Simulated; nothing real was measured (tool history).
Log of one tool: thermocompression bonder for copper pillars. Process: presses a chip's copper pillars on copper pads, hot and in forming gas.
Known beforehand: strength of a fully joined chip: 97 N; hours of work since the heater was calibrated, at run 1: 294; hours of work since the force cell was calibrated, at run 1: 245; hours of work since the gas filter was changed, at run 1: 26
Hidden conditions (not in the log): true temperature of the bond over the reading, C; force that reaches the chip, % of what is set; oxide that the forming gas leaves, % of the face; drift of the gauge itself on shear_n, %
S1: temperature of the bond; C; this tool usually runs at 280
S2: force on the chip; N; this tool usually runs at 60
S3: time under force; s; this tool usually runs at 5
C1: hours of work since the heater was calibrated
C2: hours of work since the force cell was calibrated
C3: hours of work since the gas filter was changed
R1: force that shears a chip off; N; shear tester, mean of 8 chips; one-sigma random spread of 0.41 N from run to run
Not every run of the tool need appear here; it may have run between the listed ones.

run	day	S1	S2	S3	C1	C2	C3	R1
1	0	280	60	5	294	245	26	39.2
2	0.792	280	60	5	303	253	34	38.2
3	1.504	280	60	5	310	261	42	39.5
4	2.2	280	60	5	318	269	50	39.5
5	3.029	280	60	5	327	278	59	39.9
6	3.825	280	60	5	336	287	68	39.6
7	4.533	280	60	5	344	295	76	39.7
8	5.325	259	87	5	353	304	85	39.8
9	5.767	259	87	5	358	309	90	39.9
10	6.458	259	87	5	365	316	97	39

Expected results for the next run?
11	7.292	280	48	8	375	326	106	?

R1: 41.9 N
Take away the tool's hidden state, keep the run-to-run variation as it was, and the same run would have given R1 42.1 N.

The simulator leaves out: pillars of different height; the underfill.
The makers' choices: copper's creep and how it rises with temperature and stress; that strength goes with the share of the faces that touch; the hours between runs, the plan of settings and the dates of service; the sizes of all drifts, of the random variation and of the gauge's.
